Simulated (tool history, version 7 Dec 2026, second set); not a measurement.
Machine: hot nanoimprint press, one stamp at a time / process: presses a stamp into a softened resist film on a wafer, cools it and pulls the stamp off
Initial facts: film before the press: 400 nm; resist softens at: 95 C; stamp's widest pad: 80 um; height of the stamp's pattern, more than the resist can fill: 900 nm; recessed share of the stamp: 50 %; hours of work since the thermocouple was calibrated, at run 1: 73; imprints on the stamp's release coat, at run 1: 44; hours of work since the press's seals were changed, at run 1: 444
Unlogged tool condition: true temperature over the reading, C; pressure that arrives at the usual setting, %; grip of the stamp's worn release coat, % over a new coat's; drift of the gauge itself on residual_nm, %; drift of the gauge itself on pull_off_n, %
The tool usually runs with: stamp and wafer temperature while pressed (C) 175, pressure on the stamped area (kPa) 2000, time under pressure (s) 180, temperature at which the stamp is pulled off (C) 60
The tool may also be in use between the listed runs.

run,hour,stamp and wafer temperature while pressed (C),pressure on the stamped area (kPa),time under pressure (s),temperature at which the stamp is pulled off (C),hours of work since the thermocouple was calibrated,imprints on the stamp's release coat,hours of work since the press's seals were changed,resist left under the stamp's widest pad (nm),greatest force while the stamp is pulled off (N)
1,0.0,175,2000,180,60,73,44,444,190.2,131
2,24.4,175,2000,180,60,88,111,459,189.8,129
3,37.8,175,2000,180,67,96,147,467,189.2,115
4,60.3,175,2000,180,67,110,209,481,188.4,115
5,73.8,175,2000,180,67,118,245,489,190.3,113
6,85.6,175,2000,180,67,125,278,496,190.5,117
7,104.1,175,2240,180,47,136,328,508,182.2,171
8,128.9,175,2240,180,47,152,395,523,178.2,172
9,142.9,175,2000,332,59,160,434,531,149.8,142
10,167.2,175,2000,180,49,175,500,546,188.5,167
11,181.7,185,1780,177,61,184,539,555,132.5,137
12,195.0,169,2000,180,45,192,575,563,239.9,180

Branching from run 12: 3 alternative next runs. What would each branch give?
A,209.7,177,2000,180,60,201,616,572,?,?
B,209.7,169,3140,113,45,201,616,572,?,?
C,209.7,167,2000,180,45,201,616,572,?,?

run,resist left under the stamp's widest pad (nm),greatest force while the stamp is pulled off (N)
A,171.0,143
B,233.2,174
C,258.7,173
With the hidden condition removed and each run's random variation left untouched, the same runs would have given:
run,resist left under the stamp's widest pad (nm),greatest force while the stamp is pulled off (N)
A,174.9,132
B,236.6,161
C,264.3,159

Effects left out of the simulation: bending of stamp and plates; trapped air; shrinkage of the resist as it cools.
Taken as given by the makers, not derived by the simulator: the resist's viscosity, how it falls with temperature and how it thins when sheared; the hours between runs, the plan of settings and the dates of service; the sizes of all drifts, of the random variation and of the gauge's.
